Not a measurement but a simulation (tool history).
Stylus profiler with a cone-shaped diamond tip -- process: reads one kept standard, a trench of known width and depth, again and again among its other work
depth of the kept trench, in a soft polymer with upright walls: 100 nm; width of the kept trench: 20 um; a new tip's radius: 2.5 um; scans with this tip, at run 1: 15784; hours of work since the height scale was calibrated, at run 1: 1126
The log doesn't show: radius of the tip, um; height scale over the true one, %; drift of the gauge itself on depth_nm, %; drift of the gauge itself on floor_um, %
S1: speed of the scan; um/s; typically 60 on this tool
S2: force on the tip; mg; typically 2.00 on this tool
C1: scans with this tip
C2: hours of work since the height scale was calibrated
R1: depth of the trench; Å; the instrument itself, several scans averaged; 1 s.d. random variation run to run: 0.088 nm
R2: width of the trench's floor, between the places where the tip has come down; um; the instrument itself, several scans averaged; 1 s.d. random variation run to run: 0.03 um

{"run": 1, "hour": 0.0, "S1": 60, "S2": 2.0, "C1": 15784, "C2": 1126, "R1": 1016.3, "R2": 17.92}
{"run": 2, "hour": 20.5, "S1": 60, "S2": 2.0, "C1": 15976, "C2": 1140, "R1": 1014.9, "R2": 17.82}
{"run": 3, "hour": 38.6, "S1": 60, "S2": 2.0, "C1": 16144, "C2": 1152, "R1": 1016.1, "R2": 17.89}
{"run": 4, "hour": 61.7, "S1": 60, "S2": 2.0, "C1": 16360, "C2": 1168, "R1": 1015.9, "R2": 17.87}
{"run": 5, "hour": 79.6, "S1": 60, "S2": 2.0, "C1": 16527, "C2": 1179, "R1": 1016.4, "R2": 17.86}
{"run": 6, "hour": 98.2, "S1": 60, "S2": 2.0, "C1": 16701, "C2": 1192, "R1": 1016.9, "R2": 17.81}
{"run": 7, "hour": 112.1, "S1": 60, "S2": 2.0, "C1": 16831, "C2": 1201, "R1": 1017.0, "R2": 17.79}
{"run": 8, "hour": 123.1, "S1": 60, "S2": 2.0, "C1": 16933, "C2": 1208, "R1": 1017.9, "R2": 17.85}
{"run": 9, "hour": 134.7, "S1": 60, "S2": 0.98, "C1": 17041, "C2": 1216, "R1": 1010.1, "R2": 17.77}
{"hour": 137.1, "done": "height scale calibrated on a step standard"}
{"run": 10, "hour": 152.7, "S1": 60, "S2": 0.98, "C1": 17204, "C2": 10, "R1": 1011.9, "R2": 17.73}
{"run": 11, "hour": 167.4, "S1": 48, "S2": 1.61, "C1": 17342, "C2": 20, "R1": 1018.1, "R2": 17.88}
{"hour": 178.4, "done": "height scale calibrated on a step standard, once more"}
{"run": 12, "hour": 178.9, "S1": 18, "S2": 1.96, "C1": 17444, "C2": 0, "R1": 1013.8, "R2": 17.98}
{"run": 13, "hour": 193.7, "S1": 60, "S2": 2.52, "C1": 17583, "C2": 10, "R1": 1013.8, "R2": 17.85}
{"run": 14, "hour": 203.0, "S1": 237, "S2": 1.95, "C1": 17670, "C2": 16, "R1": 1012.7, "R2": 17.05}
{"run": 15, "hour": 213.5, "S1": 237, "S2": 1.95, "C1": 17768, "C2": 23, "R1": 1014.3, "R2": 17.06}
{"run": 16, "hour": 229.8, "S1": 237, "S2": 1.95, "C1": 17920, "C2": 34, "R1": 1012.4, "R2": 17.09}
{"run": 17, "hour": 247.9, "S1": 43, "S2": 2.82, "C1": 18089, "C2": 46, "R1": 1017.8, "R2": 17.9}
{"run": 18, "hour": 268.9, "S1": 43, "S2": 0.99, "C1": 18285, "C2": 60, "R1": 1008.2, "R2": 17.74}
{"run": 19, "hour": 282.0, "S1": 42, "S2": 0.99, "C1": 18407, "C2": 69, "R1": 1008.3, "R2": 17.82}
{"run": 20, "hour": 301.4, "S1": 47, "S2": 5.35, "C1": 18588, "C2": 82, "R1": 1025.6, "R2": 17.89}

Each row is a separate what-if for the run after 20, all from the same tool condition, not one after another. Results?
{"run": "A", "hour": 318.3, "S1": 60, "S2": 0.93, "C1": 18746, "C2": 93, "R1": "?", "R2": "?"}
{"run": "B", "hour": 318.3, "S1": 41, "S2": 4.72, "C1": 18746, "C2": 93, "R1": "?", "R2": "?"}
{"run": "C", "hour": 318.3, "S1": 15, "S2": 1.02, "C1": 18746, "C2": 93, "R1": "?", "R2": "?"}

run=A R1=1007.5 R2=17.68
run=B R1=1024.2 R2=17.97
run=C R1=1009.7 R2=17.94
Without the tool's unlogged condition, the same runs would have read:
run=A R1=1007.4 R2=18.25
run=B R1=1024.1 R2=18.53
run=C R1=1009.6 R2=18.51
